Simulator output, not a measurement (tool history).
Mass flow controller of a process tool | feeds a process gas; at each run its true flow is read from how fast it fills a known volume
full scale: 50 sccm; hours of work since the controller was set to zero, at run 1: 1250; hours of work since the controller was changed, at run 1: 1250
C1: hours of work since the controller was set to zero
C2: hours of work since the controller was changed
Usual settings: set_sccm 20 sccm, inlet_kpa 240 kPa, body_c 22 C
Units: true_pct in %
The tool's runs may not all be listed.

Run 1, hour 0: usual settings; C1 1250; C2 1250. Result: true_pct 96.85 %.
Run 2, hour 483.1: usual settings but set_sccm 7 sccm; C1 1549; C2 1549. Result: true_pct 94.25 %.
Run 3, hour 782: usual settings; C1 1734; C2 1734. Result: true_pct 96.46 %.
Run 4, hour 1254.8: usual settings; C1 2027; C2 2027. Result: true_pct 96.19 %.
Run 5, hour 1741.1: usual settings; C1 2328; C2 2328. Result: true_pct 95.97 %.
Run 6, hour 1958.5: usual settings; C1 2463; C2 2463. Result: true_pct 95.87 %.
Run 7, hour 2406.6: usual settings; C1 2741; C2 2741. Result: true_pct 95.62 %.
Run 8, hour 2716.1: usual settings; C1 2932; C2 2932. Result: true_pct 95.36 %.
Run 9, hour 3129.1: usual settings; C1 3188; C2 3188. Result: true_pct 95.22 %.
Run 10, hour 3418.8: usual settings; C1 3368; C2 3368. Result: true_pct 95.02 %.
Run 11, hour 3692.2: usual settings; C1 3537; C2 3537. Result: true_pct 94.97 %.
Run 12, hour 4036.1: usual settings; C1 3750; C2 3750. Result: true_pct 94.72 %.
Run 13, hour 4281.1: usual settings; C1 3902; C2 3902. Result: true_pct 94.51 %.
Run 14, hour 4617.3: usual settings; C1 4110; C2 4110. Result: true_pct 94.4 %.
Run 15, hour 4872: usual settings; C1 4268; C2 4268. Result: true_pct 94.27 %.
At hour 4914.5: controller's zero set anew.
Run 16, hour 5266.4: usual settings; C1 218; C2 4512. Result: true_pct 92.82 %.
Run 17, hour 5633.8: usual settings; C1 446; C2 4740. Result: true_pct 92.58 %.
Run 18, hour 5864.6: usual settings; C1 589; C2 4883. Result: true_pct 92.56 %.
Run 19, hour 6312.8: usual settings but set_sccm 22 sccm, body_c 21 C; C1 866; C2 5161. Result: true_pct 92.79 %.
Run 20, hour 6757.3: usual settings but set_sccm 6 sccm, body_c 24 C; C1 1142; C2 5436. Result: true_pct 81.99 %.
At hour 7063.6: controller's zero set anew, once more.
Run 21, hour 7101.3: usual settings but set_sccm 10 sccm, inlet_kpa 198 kPa; C1 23; C2 5649. Result: true_pct 95.39 %.
Run 22, hour 7547.2: usual settings but set_sccm 7 sccm, inlet_kpa 198 kPa, body_c 31 C; C1 300; C2 5925. Result: true_pct 95.06 %.
Run 23, hour 7874.4: usual settings but set_sccm 41 sccm, body_c 27 C; C1 502; C2 6128. Result: true_pct 97.23 %.
Run 24, hour 8308.7: usual settings but set_sccm 13 sccm, inlet_kpa 160 kPa, body_c 27 C; C1 771; C2 6397. Result: true_pct 95.08 %.
Run 25, hour 8619.7: usual settings but set_sccm 13 sccm, inlet_kpa 160 kPa, body_c 27 C; C1 964; C2 6590. Result: true_pct 94.74 %.
Run 26, hour 8889.7: usual settings but set_sccm 13 sccm, inlet_kpa 145 kPa, body_c 27 C; C1 1131; C2 6757. Result: true_pct 94.62 %.
Run 27, hour 9336.8: usual settings but inlet_kpa 146 kPa, body_c 25 C; C1 1408; C2 7034. Result: true_pct 95.03 %.
At hour 9827.1: controller exchanged for a calibrated one.
Run 28, hour 9848.9: usual settings but inlet_kpa 146 kPa, body_c 25 C; C1 14; C2 14. Result: true_pct 98.36 %.
Run 29, hour 10364: usual settings but set_sccm 6 sccm, inlet_kpa 269 kPa, body_c 23 C; C1 333; C2 333. Result: true_pct 96.38 %.
Run 30, hour 10866: usual settings but set_sccm 6 sccm, inlet_kpa 221 kPa, body_c 40 C; C1 644; C2 644. Result: true_pct 96.62 %.
Run 31, hour 11366.5: usual settings but set_sccm 32 sccm, inlet_kpa 149 kPa, body_c 24 C; C1 954; C2 954. Result: true_pct 98.47 %.
Run 32, hour 11860.5: usual settings but body_c 31 C; C1 1260; C2 1260. Result: true_pct 97.38 %.
Run 33, hour 12132.4: usual settings but body_c 31 C; C1 1428; C2 1428. Result: true_pct 97 %.
Run 34, hour 12353.8: usual settings but set_sccm 7 sccm, inlet_kpa 222 kPa, body_c 31 C; C1 1566; C2 1566. Result: true_pct 94.75 %.
Run 35, hour 12742: usual settings but set_sccm 31 sccm, inlet_kpa 224 kPa, body_c 24 C; C1 1806; C2 1806. Result: true_pct 97.58 %.

Forecast each of these 4 alternatives for the next run:
Run A, hour 12989.6: usual settings but set_sccm 43 sccm, inlet_kpa 224 kPa, body_c 29 C; C1 1959; C2 1959. Result: true_pct ?.
Run B, hour 12989.6: usual settings but set_sccm 31 sccm, inlet_kpa 227 kPa, body_c 23 C; C1 1959; C2 1959. Result: true_pct ?.
Run C, hour 12989.6: usual settings but inlet_kpa 184 kPa; C1 1959; C2 1959. Result: true_pct ?.
Run D, hour 12989.6: usual settings but set_sccm 6 sccm, inlet_kpa 260 kPa; C1 1959; C2 1959. Result: true_pct ?.

run  true_pct
  A     98.56
  B     97.52
  C     96.39
  D     93.04
Without the tool's hidden state the same runs would have given:
run  true_pct
  A     99.64
  B     98.78
  C     98.02
  D     97.05

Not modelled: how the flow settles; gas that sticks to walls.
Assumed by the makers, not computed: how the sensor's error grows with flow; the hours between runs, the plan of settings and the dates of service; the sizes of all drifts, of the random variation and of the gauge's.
